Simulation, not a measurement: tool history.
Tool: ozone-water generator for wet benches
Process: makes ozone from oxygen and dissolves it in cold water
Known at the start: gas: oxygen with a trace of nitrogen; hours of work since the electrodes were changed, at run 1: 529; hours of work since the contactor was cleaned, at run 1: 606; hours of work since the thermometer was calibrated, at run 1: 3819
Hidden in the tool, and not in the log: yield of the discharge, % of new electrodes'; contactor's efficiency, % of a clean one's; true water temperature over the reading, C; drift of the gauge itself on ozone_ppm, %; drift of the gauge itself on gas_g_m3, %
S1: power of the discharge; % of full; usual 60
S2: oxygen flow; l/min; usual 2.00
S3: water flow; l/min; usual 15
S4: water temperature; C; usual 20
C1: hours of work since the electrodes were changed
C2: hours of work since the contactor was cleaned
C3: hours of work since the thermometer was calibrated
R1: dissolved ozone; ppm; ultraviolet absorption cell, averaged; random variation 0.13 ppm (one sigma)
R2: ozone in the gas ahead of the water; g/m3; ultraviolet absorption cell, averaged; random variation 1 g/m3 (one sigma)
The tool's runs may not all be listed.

{"run": 1, "hour": 0.0, "S1": 60, "S2": 2.0, "S3": 15, "S4": 20, "C1": 529, "C2": 606, "C3": 3819, "R1": 13.8, "R2": 173.0}
{"run": 2, "hour": 62.8, "S1": 60, "S2": 3.43, "S3": 15, "S4": 20, "C1": 586, "C2": 664, "C3": 3877, "R1": 14.1, "R2": 125.8}
{"run": 3, "hour": 121.9, "S1": 52, "S2": 2.0, "S3": 15, "S4": 20, "C1": 641, "C2": 718, "C3": 3932, "R1": 12.2, "R2": 153.0}
{"run": 4, "hour": 158.4, "S1": 46, "S2": 2.0, "S3": 15, "S4": 20, "C1": 674, "C2": 752, "C3": 3965, "R1": 11.0, "R2": 136.4}
{"run": 5, "hour": 220.4, "S1": 46, "S2": 2.0, "S3": 15, "S4": 20, "C1": 731, "C2": 809, "C3": 4022, "R1": 10.7, "R2": 137.6}
{"run": 6, "hour": 271.5, "S1": 46, "S2": 2.0, "S3": 15, "S4": 20, "C1": 779, "C2": 856, "C3": 4069, "R1": 10.7, "R2": 136.7}
{"run": 7, "hour": 310.3, "S1": 46, "S2": 2.0, "S3": 20, "S4": 20, "C1": 814, "C2": 892, "C3": 4105, "R1": 8.3, "R2": 136.2}
{"run": 8, "hour": 337.8, "S1": 46, "S2": 2.0, "S3": 20, "S4": 20, "C1": 839, "C2": 917, "C3": 4130, "R1": 8.4, "R2": 137.1}
{"run": 9, "hour": 387.5, "S1": 46, "S2": 2.0, "S3": 20, "S4": 20, "C1": 885, "C2": 963, "C3": 4176, "R1": 8.3, "R2": 136.4}
{"run": 10, "hour": 450.5, "S1": 46, "S2": 2.0, "S3": 20, "S4": 20, "C1": 943, "C2": 1021, "C3": 4234, "R1": 8.5, "R2": 136.2}
{"run": 11, "hour": 509.0, "S1": 46, "S2": 2.0, "S3": 20, "S4": 20, "C1": 997, "C2": 1075, "C3": 4288, "R1": 8.5, "R2": 137.7}
{"run": 12, "hour": 563.8, "S1": 46, "S2": 2.0, "S3": 20, "S4": 20, "C1": 1048, "C2": 1125, "C3": 4338, "R1": 8.5, "R2": 136.7}
{"run": 13, "hour": 625.0, "S1": 46, "S2": 2.0, "S3": 20, "S4": 20, "C1": 1104, "C2": 1181, "C3": 4395, "R1": 8.5, "R2": 134.4}
{"run": 14, "hour": 657.3, "S1": 46, "S2": 2.0, "S3": 20, "S4": 20, "C1": 1134, "C2": 1211, "C3": 4424, "R1": 8.5, "R2": 137.2}
{"run": 15, "hour": 690.2, "S1": 46, "S2": 2.0, "S3": 20, "S4": 20, "C1": 1164, "C2": 1242, "C3": 4455, "R1": 8.3, "R2": 135.3}
{"run": 16, "hour": 751.0, "S1": 60, "S2": 2.0, "S3": 9, "S4": 20, "C1": 1220, "C2": 1298, "C3": 4511, "R1": 19.7, "R2": 171.9}
{"run": 17, "hour": 800.6, "S1": 60, "S2": 2.0, "S3": 9, "S4": 20, "C1": 1266, "C2": 1343, "C3": 4556, "R1": 19.6, "R2": 172.9}
{"run": 18, "hour": 863.1, "S1": 96, "S2": 2.3, "S3": 9, "S4": 20, "C1": 1323, "C2": 1401, "C3": 4614, "R1": 29.5, "R2": 238.6}
{"run": 19, "hour": 906.7, "S1": 96, "S2": 2.3, "S3": 9, "S4": 20, "C1": 1363, "C2": 1441, "C3": 4654, "R1": 29.7, "R2": 239.5}
{"run": 20, "hour": 969.9, "S1": 96, "S2": 2.3, "S3": 9, "S4": 20, "C1": 1421, "C2": 1499, "C3": 4712, "R1": 29.7, "R2": 237.4}
{"run": 21, "hour": 1000.3, "S1": 57, "S2": 1.09, "S3": 13, "S4": 22, "C1": 1449, "C2": 1527, "C3": 4740, "R1": 12.9, "R2": 233.3}
{"run": 22, "hour": 1037.2, "S1": 73, "S2": 1.5, "S3": 13, "S4": 22, "C1": 1483, "C2": 1561, "C3": 4774, "R1": 17.3, "R2": 240.6}
{"run": 23, "hour": 1076.7, "S1": 73, "S2": 1.5, "S3": 13, "S4": 22, "C1": 1520, "C2": 1597, "C3": 4810, "R1": 17.1, "R2": 239.2}
{"run": 24, "hour": 1135.2, "S1": 93, "S2": 2.07, "S3": 10, "S4": 22, "C1": 1574, "C2": 1651, "C3": 4864, "R1": 26.3, "R2": 241.3}
{"run": 25, "hour": 1167.6, "S1": 93, "S2": 2.07, "S3": 10, "S4": 22, "C1": 1603, "C2": 1681, "C3": 4894, "R1": 26.0, "R2": 244.1}
{"run": 26, "hour": 1202.1, "S1": 96, "S2": 3.39, "S3": 14, "S4": 18, "C1": 1635, "C2": 1713, "C3": 4926, "R1": 22.3, "R2": 189.7}
{"run": 27, "hour": 1234.6, "S1": 60, "S2": 2.03, "S3": 12, "S4": 14, "C1": 1665, "C2": 1743, "C3": 4956, "R1": 17.1, "R2": 169.3}
{"run": 28, "hour": 1294.9, "S1": 60, "S2": 2.0, "S3": 9, "S4": 20, "C1": 1721, "C2": 1798, "C3": 5011, "R1": 19.7, "R2": 169.8}
{"run": 29, "hour": 1332.2, "S1": 60, "S2": 2.0, "S3": 9, "S4": 20, "C1": 1755, "C2": 1833, "C3": 5046, "R1": 19.4, "R2": 169.0}
{"run": 30, "hour": 1374.3, "S1": 45, "S2": 1.62, "S3": 16, "S4": 23, "C1": 1794, "C2": 1871, "C3": 5084, "R1": 9.4, "R2": 149.2}
{"run": 31, "hour": 1428.8, "S1": 45, "S2": 1.62, "S3": 16, "S4": 23, "C1": 1844, "C2": 1921, "C3": 5135, "R1": 9.5, "R2": 148.8}
{"run": 32, "hour": 1462.0, "S1": 45, "S2": 1.62, "S3": 16, "S4": 23, "C1": 1874, "C2": 1952, "C3": 5165, "R1": 9.3, "R2": 149.4}
{"run": 33, "hour": 1494.8, "S1": 45, "S2": 1.62, "S3": 16, "S4": 23, "C1": 1905, "C2": 1982, "C3": 5195, "R1": 9.3, "R2": 148.6}

3 ways to go on from here, each from the tool as it stands after run 33. What would each give?
{"run": "A", "hour": 1558.0, "S1": 60, "S2": 2.0, "S3": 22, "S4": 20, "C1": 1963, "C2": 2040, "C3": 5254, "R1": "?", "R2": "?"}
{"run": "B", "hour": 1558.0, "S1": 80, "S2": 2.24, "S3": 15, "S4": 20, "C1": 1963, "C2": 2040, "C3": 5254, "R1": "?", "R2": "?"}
{"run": "C", "hour": 1558.0, "S1": 45, "S2": 1.62, "S3": 16, "S4": 24, "C1": 1963, "C2": 2040, "C3": 5254, "R1": "?", "R2": "?"}

run=A R1=9.5 R2=170.6
run=B R1=17.1 R2=203.6
run=C R1=9.4 R2=150.0
Without the tool's hidden state the same runs would have given:
run=A R1=10.1 R2=177.1
run=B R1=18.2 R2=213.6
run=C R1=9.8 R2=154.0
